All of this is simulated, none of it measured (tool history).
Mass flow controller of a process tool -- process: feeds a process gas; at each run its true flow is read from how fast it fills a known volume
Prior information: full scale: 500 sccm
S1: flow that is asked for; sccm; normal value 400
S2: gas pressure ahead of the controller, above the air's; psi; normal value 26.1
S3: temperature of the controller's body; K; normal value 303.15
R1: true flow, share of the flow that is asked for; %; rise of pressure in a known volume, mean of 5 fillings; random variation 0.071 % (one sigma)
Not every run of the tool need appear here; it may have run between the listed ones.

run,hour,S1,S2,S3,R1
1,0.0,400,26.1,303.15,98.85
2,237.0,400,26.1,303.15,98.76
3,479.6,342,26.1,303.15,98.58
4,583.5,400,33.2,303.15,98.48
5,692.4,400,33.2,303.15,98.27
6,875.8,293,26.1,303.15,98.10
7,1089.4,293,26.1,303.15,98.14
8,1306.4,204,26.1,303.15,97.30
9,1434.8,204,26.1,303.15,97.12
10,1612.8,400,26.1,303.15,98.64
11,1729.8,400,26.1,303.15,98.55
12,1874.1,400,26.1,303.15,98.61
13,1978.8,60,26.1,303.15,92.16
14,2094.6,60,26.1,303.15,92.03
15,2273.9,60,26.1,303.15,91.87
16,2403.3,400,26.1,303.15,98.38
17,2539.7,94,26.1,303.15,94.26
18,2698.2,400,26.1,303.15,98.46
19,2885.5,400,26.1,303.15,98.21
20,3000.5,400,26.1,303.15,98.34
21,3154.4,400,26.1,303.15,98.28
22,3280.7,400,26.1,303.15,98.10
23,3527.3,400,26.1,303.15,98.13
24,3690.8,400,29.0,303.15,98.09
25,3833.5,189,26.3,303.15,96.31
26,4011.1,189,26.3,303.15,96.14
27,4127.5,189,25.5,312.15,96.83
28,4277.8,134,22.2,304.15,95.14
29,4496.9,95,25.7,302.15,93.03
30,4726.2,411,25.7,307.15,98.30
31,4878.2,98,34.4,303.15,92.77
32,5081.7,131,21.2,303.15,94.68
33,5263.8,131,21.2,303.15,94.55
34,5396.4,72,21.2,304.15,91.18
35,5554.5,180,37.0,308.15,95.24
36,5696.6,58,23.5,300.15,88.64
37,5846.8,58,27.4,309.15,89.00
38,5989.4,458,26.1,309.15,98.40
39,6225.3,70,30.5,310.15,90.21
40,6410.5,229,30.5,310.15,96.30
41,6628.6,62,26.1,299.15,88.56
42,6824.7,275,20.5,297.15,96.52
43,7030.4,275,20.5,297.15,96.32
44,7129.6,169,20.5,299.15,94.72
45,7255.7,400,22.5,306.15,97.89
46,7469.4,471,30.5,303.15,97.53
47,7709.0,218,27.8,295.15,94.95
48,7841.0,400,38.7,295.15,96.25

Some steps in R1 between neighbouring runs. How much of each would the tool show without its hidden state too (settings, what came in, random variation), and how much is left for the hidden state, with any gauge scatter that isn't in both results?
What the log doesn't record here: flow at rest that the sensor doesn't see, % of full scale; true flow over the shown one, %; drift of the gauge itself on true_pct, %.
Run 37 -> 38: S1 58 -> 458, S2 27.4 -> 26.1. R1 +9.40 %: hidden state +8.18, all else +1.22.
Run 38 -> 39: S1 458 -> 70, S2 26.1 -> 30.5, S3 309.15 -> 310.15. R1 -8.19 %: hidden state -6.84, all else -1.35.
Run 40 -> 41: S1 229 -> 62, S2 30.5 -> 26.1, S3 310.15 -> 299.15. R1 -7.74 %: hidden state -6.87, all else -0.87.
Run 41 -> 42: S1 62 -> 275, S2 26.1 -> 20.5, S3 299.15 -> 297.15. R1 +7.96 %: hidden state +7.18, all else +0.78.
